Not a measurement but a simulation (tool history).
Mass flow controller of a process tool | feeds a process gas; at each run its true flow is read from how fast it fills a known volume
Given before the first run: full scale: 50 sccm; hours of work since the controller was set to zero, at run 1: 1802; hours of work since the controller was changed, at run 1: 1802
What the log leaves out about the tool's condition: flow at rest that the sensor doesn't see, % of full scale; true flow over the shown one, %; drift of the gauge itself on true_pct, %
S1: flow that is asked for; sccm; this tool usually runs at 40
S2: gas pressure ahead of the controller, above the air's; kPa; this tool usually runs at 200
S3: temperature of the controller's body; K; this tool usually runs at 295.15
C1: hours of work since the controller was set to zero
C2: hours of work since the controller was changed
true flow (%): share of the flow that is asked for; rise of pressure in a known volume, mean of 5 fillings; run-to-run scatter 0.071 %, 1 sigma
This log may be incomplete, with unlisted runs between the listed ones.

Run 1, hour 0: usual settings; C1 1802; C2 1802. Result: true flow (%) 99.99.
Run 2, hour 165.9: usual settings; C1 1859; C2 1859. Result: true flow (%) 100.19.
Run 3, hour 271.4: usual settings; C1 1896; C2 1896. Result: true flow (%) 100.01.
Run 4, hour 382: usual settings; C1 1933; C2 1933. Result: true flow (%) 100.17.
Run 5, hour 528.7: usual settings; C1 1984; C2 1984. Result: true flow (%) 100.15.
Run 6, hour 632.3: usual settings; C1 2019; C2 2019. Result: true flow (%) 100.24.
Run 7, hour 859.9: usual settings; C1 2097; C2 2097. Result: true flow (%) 100.24.
Run 8, hour 977.6: usual settings; C1 2138; C2 2138. Result: true flow (%) 100.24.
Run 9, hour 1103.4: usual settings; C1 2181; C2 2181. Result: true flow (%) 100.28.
Run 10, hour 1329.6: usual settings but S1 15 sccm; C1 2259; C2 2259. Result: true flow (%) 99.94.
Run 11, hour 1484.3: usual settings but S2 193 kPa; C1 2312; C2 2312. Result: true flow (%) 100.34.
Run 12, hour 1640.4: usual settings; C1 2365; C2 2365. Result: true flow (%) 100.43.
Run 13, hour 1838.8: usual settings; C1 2433; C2 2433. Result: true flow (%) 100.36.
Run 14, hour 2002.1: usual settings but S2 185 kPa; C1 2489; C2 2489. Result: true flow (%) 100.59.
Run 15, hour 2170: usual settings but S2 185 kPa; C1 2547; C2 2547. Result: true flow (%) 100.43.
Run 16, hour 2265.2: usual settings but S1 46 sccm, S2 142 kPa, S3 298.15 K; C1 2580; C2 2580. Result: true flow (%) 100.71.
Run 17, hour 2487.9: usual settings but S1 34 sccm, S2 174 kPa; C1 2656; C2 2656. Result: true flow (%) 100.28.
Run 18, hour 2622.5: usual settings but S1 21 sccm, S2 253 kPa, S3 304.15 K; C1 2702; C2 2702. Result: true flow (%) 100.29.
Run 19, hour 2857.1: usual settings but S1 21 sccm, S2 253 kPa, S3 304.15 K; C1 2783; C2 2783. Result: true flow (%) 100.3.
Run 20, hour 3050.1: usual settings but S1 42 sccm, S2 210 kPa, S3 312.15 K; C1 2849; C2 2849. Result: true flow (%) 101.25.
Run 21, hour 3185.2: usual settings but S1 42 sccm, S2 210 kPa, S3 312.15 K; C1 2895; C2 2895. Result: true flow (%) 101.17.
Run 22, hour 3310.4: usual settings but S1 42 sccm, S2 210 kPa, S3 312.15 K; C1 2938; C2 2938. Result: true flow (%) 101.38.
Run 23, hour 3518.9: usual settings but S1 9 sccm, S2 143 kPa, S3 305.15 K; C1 3010; C2 3010. Result: true flow (%) 101.65.
Run 24, hour 3632.7: usual settings but S1 9 sccm, S2 143 kPa, S3 305.15 K; C1 3049; C2 3049. Result: true flow (%) 101.77.
Run 25, hour 3781.2: usual settings but S1 9 sccm, S2 143 kPa, S3 305.15 K; C1 3100; C2 3100. Result: true flow (%) 101.72.
Run 26, hour 3905.7: usual settings but S1 8 sccm, S2 144 kPa, S3 305.15 K; C1 3143; C2 3143. Result: true flow (%) 101.92.
Run 27, hour 4011.3: usual settings but S1 22 sccm, S2 145 kPa, S3 312.15 K; C1 3179; C2 3179. Result: true flow (%) 101.42.
Run 28, hour 4136.7: usual settings but S1 25 sccm, S2 158 kPa; C1 3222; C2 3222. Result: true flow (%) 100.52.
Run 29, hour 4362.8: usual settings but S1 25 sccm, S2 158 kPa; C1 3300; C2 3300. Result: true flow (%) 100.58.

Below, some changes in true flow (%) between adjacent runs. For each, the amount present without the hidden state too (settings, incoming material, random variation) and the amount remaining for the hidden state with gauge scatter not shared by both compared results:
Run 19 -> 20: S1 21 -> 42, S2 253 -> 210, S3 304.15 -> 312.15. true flow (%) +0.95: hidden state -0.37, all else +1.32.
Run 22 -> 23: S1 42 -> 9, S2 210 -> 143, S3 312.15 -> 305.15. true flow (%) +0.27: hidden state +1.59, all else -1.32.
Run 26 -> 27: S1 8 -> 22, S2 144 -> 145, S3 305.15 -> 312.15. true flow (%) -0.5: hidden state -1.47, all else +0.97.
Run 27 -> 28: S1 22 -> 25, S2 145 -> 158, S3 312.15 -> 295.15. true flow (%) -0.9: hidden state -0.09, all else -0.81.
